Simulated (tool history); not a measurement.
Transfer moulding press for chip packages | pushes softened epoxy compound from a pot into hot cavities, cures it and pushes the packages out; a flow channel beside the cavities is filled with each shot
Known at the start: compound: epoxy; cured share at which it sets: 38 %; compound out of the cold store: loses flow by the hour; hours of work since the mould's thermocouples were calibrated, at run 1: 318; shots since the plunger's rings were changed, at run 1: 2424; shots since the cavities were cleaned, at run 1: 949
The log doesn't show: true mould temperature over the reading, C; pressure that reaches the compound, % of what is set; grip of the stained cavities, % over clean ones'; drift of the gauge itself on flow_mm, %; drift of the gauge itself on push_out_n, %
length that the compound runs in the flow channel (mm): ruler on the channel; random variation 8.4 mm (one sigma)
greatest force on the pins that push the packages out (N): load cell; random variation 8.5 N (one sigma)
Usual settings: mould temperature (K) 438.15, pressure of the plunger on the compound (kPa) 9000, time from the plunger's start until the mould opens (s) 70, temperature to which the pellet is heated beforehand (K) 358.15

run	hour	mould temperature (K)	pressure of the plunger on the compound (kPa)	time from the plunger's start until the mould opens (s)	temperature to which the pellet is heated beforehand (K)	hours of work since the mould's thermocouples were calibrated	shots since the plunger's rings were changed	shots since the cavities were cleaned	incoming compound's hours out of the cold store	length that the compound runs in the flow channel (mm)	greatest force on the pins that push the packages out (N)
1	0	438.15	9000	70	358.15	318	2424	949	43	834	743
# hour 15.7: cavities cleaned with cleaning compound and waxed
2	30.3	438.15	9000	70	358.15	338	2922	253	47.3	822	941
3	70.5	438.15	9000	67	358.15	366	3620	951	23.4	899	945
# hour 86.2: cavities cleaned with cleaning compound and waxed
4	115.3	438.15	9000	67	358.15	396	4371	506	17.2	901	722
# hour 137.3: mould's thermocouples calibrated
# hour 142.9: cavities cleaned with cleaning compound and waxed, once more
5	157.1	438.15	9000	67	358.15	13	5034	246	43.3	822	542
# hour 163.4: plunger's sealing rings changed
6	203.1	438.15	9000	70	358.15	43	689	1000	33.1	886	708
# hour 215.5: cavities cleaned with cleaning compound and waxed
7	227.8	438.15	9000	70	358.15	59	1090	213	9.9	977	518
8	264.2	438.15	9000	70	358.15	85	1721	844	13.2	948	763
# hour 286.7: cavities cleaned with cleaning compound and waxed
9	294.8	437.15	9000	70	358.15	105	2225	139	30.7	878	484
10	330.2	437.15	9000	70	358.15	130	2840	754	34.7	862	733
11	352.1	438.15	8410	70	358.15	145	3219	1133	22.6	864	780
# hour 357.5: cavities cleaned with cleaning compound and waxed
12	373.2	438.15	8410	70	358.15	158	3559	272	33.6	822	512
13	397	438.15	9000	100	358.15	175	3971	684	40.3	842	560
# hour 428.1: cavities cleaned with cleaning compound and waxed
14	435.3	438.15	9000	100	358.15	201	4608	124	42.8	818	362
# hour 465: plunger's sealing rings changed
15	465	438.15	9000	100	358.15	220	0	596	14.9	967	545
16	495	431.15	9250	70	358.15	240	519	1115	15.1	988	1225
# hour 501.7: cavities cleaned with cleaning compound and waxed
17	526.4	431.15	9250	70	358.15	261	1039	428	32.6	912	907
18	546.8	441.15	6930	91	358.15	275	1392	781	27.6	774	567
19	566.5	441.15	6930	91	358.15	289	1733	1122	31.4	759	625
# hour 572.9: cavities cleaned with cleaning compound and waxed
20	608.8	441.15	6930	91	358.15	318	2441	622	46.1	716	526
21	630.1	438.15	10670	70	358.15	332	2810	991	16	997	753
# hour 643.2: cavities cleaned with cleaning compound and waxed
22	662.8	434.15	7680	90	365.15	354	3350	340	12.4	879	504
23	706.4	440.15	9000	70	365.15	385	4105	1095	19	896	694
# hour 716.6: cavities cleaned with cleaning compound and waxed
24	735.4	440.15	9000	70	365.15	404	4582	326	19.5	886	551
# hour 745.5: mould's thermocouples calibrated
# hour 771: plunger's sealing rings changed
25	777.7	438.15	9000	67	358.15	21	117	982	35.1	897	765
# hour 792.9: cavities cleaned with cleaning compound and waxed
26	819.5	438.15	9000	67	358.15	49	816	462	12.3	959	670
27	847	433.15	9000	67	367.15	68	1291	937	22.5	942	1109

4 ways to go on from here, each from the tool as it stands after run 27. What would each give?
# hour 862.7: cavities cleaned with cleaning compound and waxed
A	883.8	433.15	7370	67	367.15	93	1904	367	17.8	?	?
# hour 862.7: cavities cleaned with cleaning compound and waxed
B	883.8	438.15	9420	70	349.15	93	1904	367	37.1	?	?
# hour 862.7: cavities cleaned with cleaning compound and waxed
C	883.8	433.15	9000	52	354.15	93	1904	367	30.6	?	?
# hour 862.7: cavities cleaned with cleaning compound and waxed
D	883.8	433.15	6910	67	355.15	93	1904	367	40.4	?	?

run	length that the compound runs in the flow channel (mm)	greatest force on the pins that push the packages out (N)
A	850	850
B	883	599
C	893	1457
D	748	804
Without the tool's hidden state the same runs would have given:
run	length that the compound runs in the flow channel (mm)	greatest force on the pins that push the packages out (N)
A	868	525
B	903	377
C	912	908
D	765	498

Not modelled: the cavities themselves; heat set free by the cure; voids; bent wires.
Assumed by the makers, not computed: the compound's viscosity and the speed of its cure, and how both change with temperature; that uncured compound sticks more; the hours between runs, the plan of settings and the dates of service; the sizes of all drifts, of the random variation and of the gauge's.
